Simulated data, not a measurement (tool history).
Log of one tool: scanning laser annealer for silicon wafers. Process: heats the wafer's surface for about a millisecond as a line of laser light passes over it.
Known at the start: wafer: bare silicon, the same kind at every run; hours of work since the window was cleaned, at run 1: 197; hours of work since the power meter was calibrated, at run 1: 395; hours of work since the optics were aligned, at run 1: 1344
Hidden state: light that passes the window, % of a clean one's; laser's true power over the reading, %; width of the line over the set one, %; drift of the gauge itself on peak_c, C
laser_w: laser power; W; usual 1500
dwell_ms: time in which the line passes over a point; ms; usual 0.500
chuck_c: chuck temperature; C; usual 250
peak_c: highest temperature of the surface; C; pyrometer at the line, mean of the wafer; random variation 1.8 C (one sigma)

run	hour	laser_w	dwell_ms	chuck_c	hours of work since the window was cleaned	hours of work since the power meter was calibrated	hours of work since the optics were aligned	peak_c
1	0.0	1500	0.500	250	197	395	1344	950
2	19.1	1500	0.500	279	207	405	1354	978
3	43.6	1500	0.500	279	221	419	1368	975
4	84.7	1500	0.500	279	243	441	1391	974
# hour 109.6: optics aligned, line set to its width
5	130.4	1500	0.500	250	266	464	11	956
# hour 134.9: window over the wafer cleaned
6	164.2	1500	0.500	269	16	482	29	973
7	207.8	1500	0.500	269	40	506	53	968
8	236.4	1500	0.559	250	56	522	69	986
9	260.0	1500	0.559	250	69	535	82	990
10	293.9	1500	0.559	250	88	553	101	986
11	320.1	1543	0.531	253	103	568	115	991

Run 12 comes next. What will it give?
# hour 345.6: window over the wafer cleaned, once more
12	356.6	1543	0.531	253	6	587	135	?

{"run 12": {"peak_c": 1020}}
Without the tool's hidden state the same run would have given peak_c 1022 C.
